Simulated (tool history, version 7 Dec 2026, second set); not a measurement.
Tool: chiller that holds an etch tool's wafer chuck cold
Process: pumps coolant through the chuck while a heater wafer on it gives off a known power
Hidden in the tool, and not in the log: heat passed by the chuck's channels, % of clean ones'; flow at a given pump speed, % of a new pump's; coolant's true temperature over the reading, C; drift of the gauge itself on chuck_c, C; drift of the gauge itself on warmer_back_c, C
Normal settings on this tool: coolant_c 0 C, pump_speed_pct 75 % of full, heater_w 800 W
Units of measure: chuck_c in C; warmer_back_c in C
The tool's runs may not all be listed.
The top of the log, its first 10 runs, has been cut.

run    hour  coolant_c  pump_speed_pct  heater_w  hours since the coolant was changed and the channels were flushed  hours since the pump was overhauled  hours since the chiller's thermometer was calibrated  chuck_c  warmer_back_c
 11   918.3          0              75       800                                                               6014                                 5162                                                  1615     6.87           2.99
 12   995.2          0              75       800                                                               6091                                 5239                                                  1692      7.1           3.01
     1002.1  -- chiller's thermometer calibrated
 13  1098.1          7              75       800                                                               6193                                 5341                                                    96    13.73           3.01
 14  1166.2          7              75       800                                                               6261                                 5409                                                   164    14.08           3.03
 15  1240.9          7              75       800                                                               6336                                 5484                                                   239    14.07           3.02
 16    1319          7              75       800                                                               6414                                 5562                                                   317       14           3.02
 17    1385          7              75       800                                                               6480                                 5628                                                   383    13.89           3.02
 18    1494          8              75       434                                                               6589                                 5737                                                   492    11.72           1.67
 19  1591.3         -5              73       800                                                               6686                                 5834                                                   589     2.14           3.12
     1641.1  -- chiller's thermometer calibrated, once more
 20  1671.2         -9              75       800                                                               6765                                 5913                                                    30    -1.67           3.06
 21  1725.8          0              74       759                                                               6820                                 5968                                                    85     6.99           2.91
 22  1812.4          0              79       759                                                               6907                                 6054                                                   171      6.8           2.73
     1850.3  -- coolant changed, channels flushed
 23  1931.9         -8              60       759                                                                 82                                 6168                                                   285    -1.11           3.61
 24  2005.8         -9              90       542                                                                155                                 6242                                                   359    -5.52           1.69
 25  2061.3         -9              90       542                                                                211                                 6297                                                   414    -5.36            1.7
 26    2138         -1             100       659                                                                288                                 6374                                                   491     2.96           1.87
 27    2262          7              76       595                                                                412                                 6498                                                   615    11.59           2.24
 28  2323.3          7              76       595                                                                473                                 6559                                                   676    11.47           2.25
 29  2435.9         -6              66       800                                                                586                                 6672                                                   789     0.72           3.47
 30  2510.5          0              91       800                                                                660                                 6746                                                   863     5.23           2.53

The next listed run, before its measurement:
 31  2602.2          7              78       444                                                                752                                 6838                                                   955        ?              ?

Run 31 yielded chuck_c 10.33 C, warmer_back_c 1.65 C.
Were there no unlogged condition in the tool, this run, its random variation unchanged, would have produced chuck_c 10.14 C, warmer_back_c 1.57 C.
